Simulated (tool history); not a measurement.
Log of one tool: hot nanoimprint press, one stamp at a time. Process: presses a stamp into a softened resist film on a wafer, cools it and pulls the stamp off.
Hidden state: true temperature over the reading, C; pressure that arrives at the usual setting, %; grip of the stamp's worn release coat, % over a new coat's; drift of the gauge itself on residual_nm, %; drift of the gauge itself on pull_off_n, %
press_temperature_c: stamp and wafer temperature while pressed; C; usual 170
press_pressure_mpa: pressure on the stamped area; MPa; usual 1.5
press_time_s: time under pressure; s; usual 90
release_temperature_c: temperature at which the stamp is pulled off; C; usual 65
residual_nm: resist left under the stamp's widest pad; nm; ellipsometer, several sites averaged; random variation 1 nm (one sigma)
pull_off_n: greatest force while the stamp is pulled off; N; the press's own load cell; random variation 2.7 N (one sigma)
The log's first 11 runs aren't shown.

run   hour  press_temperature_c  press_pressure_mpa  press_time_s  release_temperature_c  hours of work since the thermocouple was calibrated  imprints on the stamp's release coat  hours of work since the press's seals were changed  residual_nm  pull_off_n
 12  211.3                  170                 1.5            90                     65                                                  269                                  1618                                                 355        142.4         209
 13  230.8                  170                 1.5           146                     65                                                  281                                  1657                                                 367        121.4         214
 14    242                  170                 1.5           146                     65                                                  288                                  1679                                                 374        121.6         206
 15  263.8                  177                 1.5            90                     65                                                  302                                  1723                                                 387        110.2         212
 16  277.6                  170                1.47            90                     71                                                  311                                  1750                                                 396        143.2         186
 17  295.1                  170                 1.5           147                     65                                                  322                                  1785                                                 407        121.1         209
 18  308.5                  170                 1.5           147                     65                                                  330                                  1812                                                 415        120.1         217
 19  322.5                  162                 1.5            90                     65                                                  339                                  1840                                                 424        193.2         209
 20  345.5                  162                 1.5            90                     65                                                  353                                  1886                                                 439          193         220
 21  357.1                  165                1.93           124                     65                                                  360                                  1909                                                 446        138.5         215
 22  371.6                  165                1.93           124                     65                                                  369                                  1938                                                 455        137.7         220
 23  387.1                  165                1.93           124                     65                                                  379                                  1969                                                 465        136.8         219
 24  399.3                  179                2.14            49                     68                                                  387                                  1993                                                 472        103.7         218
 25  420.2                  179                2.14            49                     68                                                  400                                  2035                                                 485        103.6         221
 26  440.6                  178                 1.8            49                     68                                                  413                                  2076                                                 498        118.7         219
 27  464.6                  178                 1.8           177                     69                                                  428                                  2123                                                 513         73.5         225
 28  490.8                  178                 1.8           177                     69                                                  444                                  2176                                                 529         73.5         216
 29  503.6                  170                 1.5            70                     65                                                  452                                  2201                                                 538        152.4         234
 30  526.4                  160                1.52           163                     68                                                  466                                  2247                                                 552        173.7         224

Forecast each of these 4 alternatives for the next run:
  A  548.9                  159                2.07           163                     68                                                  480                                  2291                                                 566            ?           ?
  B  548.9                  160                2.13           163                     68                                                  480                                  2291                                                 566            ?           ?
  C  548.9                  160                1.52           127                     68                                                  480                                  2291                                                 566            ?           ?
  D  548.9                  160                1.05            66                     57                                                  480                                  2291                                                 566            ?           ?

run  residual_nm  pull_off_n
  A          153         226
  B        146.4         219
  C        185.1         227
  D          243         272
Without the tool's hidden state the same runs would have given:
run  residual_nm  pull_off_n
  A        160.3         119
  B        153.2         116
  C        193.4         120
  D        249.9         143

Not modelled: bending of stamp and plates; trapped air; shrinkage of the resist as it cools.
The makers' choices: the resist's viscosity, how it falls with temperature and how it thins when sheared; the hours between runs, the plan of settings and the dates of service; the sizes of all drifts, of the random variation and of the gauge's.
